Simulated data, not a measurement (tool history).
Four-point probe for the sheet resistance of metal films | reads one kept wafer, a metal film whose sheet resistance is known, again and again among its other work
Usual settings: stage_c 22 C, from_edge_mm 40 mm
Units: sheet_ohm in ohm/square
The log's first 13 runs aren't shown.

run	day	stage_c	from_edge_mm	sheet_ohm
14	6.246	22	40	0.800322
15	6.942	22	40	0.80055
16	7.675	22	33	0.800733
17	8.325	22	33	0.800805
18	9.088	22	33	0.800715
19	9.608	27	33	0.796881
20	10.304	19	33	0.803057
21	10.854	19	33	0.802998
# day 10.912: stage's thermometer calibrated
22	11.658	24	30	0.798892
23	12.2	33	54	0.791641
24	12.696	33	54	0.791836
# day 13.004: stage's thermometer calibrated, once more
25	13.483	23	6	0.805174
26	14.158	20	3	0.821506
27	14.838	20	3	0.821964
28	15.571	31	54	0.794332
29	15.917	31	54	0.794594
30	16.279	33	40	0.793045
31	16.721	33	40	0.793001
32	17.475	33	40	0.793114
33	18.017	31	40	0.794365
34	18.588	29	36	0.795996
35	18.967	22	50	0.801536
36	19.696	21	18	0.802815

Forecast each of these 5 alternatives for the next run:
A	20.212	22	22	?
B	20.212	28	4	?
C	20.212	24	61	?
D	20.212	32	74	?
E	20.212	29	18	?

run	sheet_ohm
A	0.801867
B	0.807369
C	0.799965
D	0.793888
E	0.796707
Without the tool's hidden state the same runs would have given:
run	sheet_ohm
A	0.797592
B	0.803067
C	0.795698
D	0.789652
E	0.792456

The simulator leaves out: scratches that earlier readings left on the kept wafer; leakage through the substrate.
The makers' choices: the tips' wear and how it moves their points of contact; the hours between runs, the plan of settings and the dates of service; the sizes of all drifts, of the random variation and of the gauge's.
